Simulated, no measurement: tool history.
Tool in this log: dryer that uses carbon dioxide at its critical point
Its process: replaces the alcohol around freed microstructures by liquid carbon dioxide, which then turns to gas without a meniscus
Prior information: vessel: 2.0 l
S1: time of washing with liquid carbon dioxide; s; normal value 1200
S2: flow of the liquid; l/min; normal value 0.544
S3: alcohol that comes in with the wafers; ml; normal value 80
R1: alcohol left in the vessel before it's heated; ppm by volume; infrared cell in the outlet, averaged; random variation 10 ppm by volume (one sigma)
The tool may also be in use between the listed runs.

run   hour    S1     S2  S3    R1
  1      0  1200  0.544  80  1072
  2   16.2  1200  0.544  80  1095
  3   39.7  1200  0.544  80  1164
      46.3  -- inlet filter changed
  4   60.4  1200    0.4  80  1838
  5   77.7  1200    0.4  80  1826
  6   97.4  1200    0.4  80  1835
  7  122.2  1200  0.544  33   301
  8  141.6  1200  0.544  33   315
  9  156.1   840  0.516  98  3060
 10  170.4   840  0.516  98  3258

Run 11, settings as shown, results not yet in. Your forecast:
 11  186.4  960  0.544  80   ?

Run 11 gave R1 1495 ppm by volume.
If the tool had no hidden condition, the same run with the same run-to-run variation would have returned R1 1347 ppm by volume.
